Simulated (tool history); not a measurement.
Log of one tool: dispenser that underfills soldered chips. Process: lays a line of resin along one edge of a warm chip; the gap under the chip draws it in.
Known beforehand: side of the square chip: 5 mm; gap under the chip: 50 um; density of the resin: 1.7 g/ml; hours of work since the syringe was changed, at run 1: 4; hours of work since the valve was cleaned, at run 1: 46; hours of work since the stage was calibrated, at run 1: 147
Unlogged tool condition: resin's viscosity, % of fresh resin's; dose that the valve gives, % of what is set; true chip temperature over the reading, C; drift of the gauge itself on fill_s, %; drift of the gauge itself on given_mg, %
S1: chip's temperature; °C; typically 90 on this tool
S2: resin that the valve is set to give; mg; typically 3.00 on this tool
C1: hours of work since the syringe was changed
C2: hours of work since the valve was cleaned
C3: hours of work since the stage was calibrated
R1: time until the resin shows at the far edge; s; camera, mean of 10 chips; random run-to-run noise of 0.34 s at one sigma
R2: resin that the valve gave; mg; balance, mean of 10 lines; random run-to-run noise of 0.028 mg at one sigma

run 1 hour=0.0 | S1=90 S2=3.00 | C1=4 C2=46 C3=147 | R1=19.7 R2=2.90
-- hour=2.5 new syringe of resin
run 2 hour=4.5 | S1=90 S2=3.00 | C1=1 C2=48 C3=150 | R1=16.4 R2=2.88
run 3 hour=9.8 | S1=90 S2=3.00 | C1=4 C2=52 C3=153 | R1=18.7 R2=2.90
-- hour=11.8 new syringe of resin
run 4 hour=19.4 | S1=90 S2=3.00 | C1=5 C2=57 C3=158 | R1=20.6 R2=2.84
-- hour=21.3 new syringe of resin
run 5 hour=25.8 | S1=90 S2=3.00 | C1=3 C2=61 C3=162 | R1=18.5 R2=2.79
run 6 hour=30.0 | S1=90 S2=3.00 | C1=5 C2=63 C3=165 | R1=20.0 R2=2.88
-- hour=31.0 new syringe of resin
run 7 hour=37.0 | S1=97 S2=3.00 | C1=4 C2=67 C3=169 | R1=14.5 R2=2.88
-- hour=40.4 new syringe of resin
run 8 hour=41.9 | S1=82 S2=3.00 | C1=1 C2=70 C3=171 | R1=22.1 R2=2.84
-- hour=50.0 new syringe of resin
run 9 hour=50.2 | S1=82 S2=3.00 | C1=0 C2=75 C3=176 | R1=21.0 R2=2.89
run 10 hour=56.4 | S1=90 S2=3.00 | C1=4 C2=79 C3=180 | R1=18.4 R2=2.80
-- hour=59.6 new syringe of resin
run 11 hour=64.4 | S1=90 S2=3.00 | C1=3 C2=83 C3=185 | R1=18.2 R2=2.80
-- hour=69.0 new syringe of resin
run 12 hour=73.8 | S1=90 S2=3.00 | C1=3 C2=89 C3=190 | R1=18.2 R2=2.81
-- hour=78.5 new syringe of resin
run 13 hour=79.4 | S1=90 S2=3.00 | C1=1 C2=92 C3=193 | R1=15.6 R2=2.80
-- hour=86.5 dispensing valve cleaned and set on the balance
-- hour=88.7 new syringe of resin
run 14 hour=89.6 | S1=90 S2=3.00 | C1=1 C2=2 C3=199 | R1=16.4 R2=3.07
-- hour=97.8 new syringe of resin
run 15 hour=98.6 | S1=90 S2=3.00 | C1=0 C2=7 C3=204 | R1=15.8 R2=2.97
run 16 hour=105.1 | S1=90 S2=3.00 | C1=4 C2=11 C3=208 | R1=19.1 R2=2.96
-- hour=107.3 new syringe of resin
run 17 hour=109.2 | S1=82 S2=2.51 | C1=1 C2=13 C3=210 | R1=22.5 R2=2.50
-- hour=116.6 new syringe of resin
run 18 hour=119.1 | S1=101 S2=3.42 | C1=2 C2=19 C3=216 | R1=11.2 R2=3.41

What will run 19 give?
-- hour=126.1 new syringe of resin
run 19 hour=128.1 | S1=101 S2=3.42 | C1=1 C2=24 C3=221 | R1=? R2=?

{"run 19": {"R1": 11.3, "R2": 3.4}}
The same run, on a tool lacking any hidden state, would have yielded R1 10.8 s, R2 3.46 mg.
